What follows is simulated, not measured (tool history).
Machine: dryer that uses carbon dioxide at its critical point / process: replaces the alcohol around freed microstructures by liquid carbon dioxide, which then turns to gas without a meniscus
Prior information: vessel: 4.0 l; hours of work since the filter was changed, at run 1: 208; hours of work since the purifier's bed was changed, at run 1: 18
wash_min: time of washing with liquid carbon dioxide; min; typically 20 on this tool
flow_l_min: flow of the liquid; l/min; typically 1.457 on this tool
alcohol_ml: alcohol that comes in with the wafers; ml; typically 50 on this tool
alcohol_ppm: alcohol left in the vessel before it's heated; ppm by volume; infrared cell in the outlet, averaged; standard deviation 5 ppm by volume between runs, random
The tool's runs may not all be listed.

run,day,wash_min,flow_l_min,alcohol_ml,hours of work since the filter was changed,hours of work since the purifier's bed was changed,alcohol_ppm
1,0.000,20,1.457,50,208,18,29
2,0.483,20,1.457,50,212,22,36
3,1.258,20,1.457,50,219,29,41
4,1.846,20,1.457,50,223,34,33
5,2.296,20,1.457,24,227,37,26
6,2.933,19,1.457,50,232,43,46
7,3.429,19,1.457,50,236,47,44
8,3.938,19,1.457,50,241,51,57
9,4.562,20,1.457,42,246,56,39
10,5.217,15,1.770,50,251,61,68
11,5.671,20,1.290,50,255,65,76
12,6.108,24,1.290,112,259,69,61
13,6.967,24,0.970,32,266,76,98
14,7.354,24,0.970,32,269,79,81
15,8.171,14,2.430,32,276,86,20
16,8.579,30,1.630,44,279,89,16
17,9.371,30,1.630,44,286,96,12
18,10.054,22,1.290,31,291,101,43

Below are 4 alternative next runs, each starting from the tool's condition after run 18. Predict each:
A,10.875,20,1.580,34,298,108,?
B,10.875,20,1.080,109,298,108,?
C,10.875,29,1.290,51,298,108,?
D,10.875,20,1.120,50,298,108,?

run,alcohol_ppm
A,25
B,378
C,19
D,155
What these runs would have given with no unlogged condition in the tool:
run,alcohol_ppm
A,7
B,272
C,4
D,103
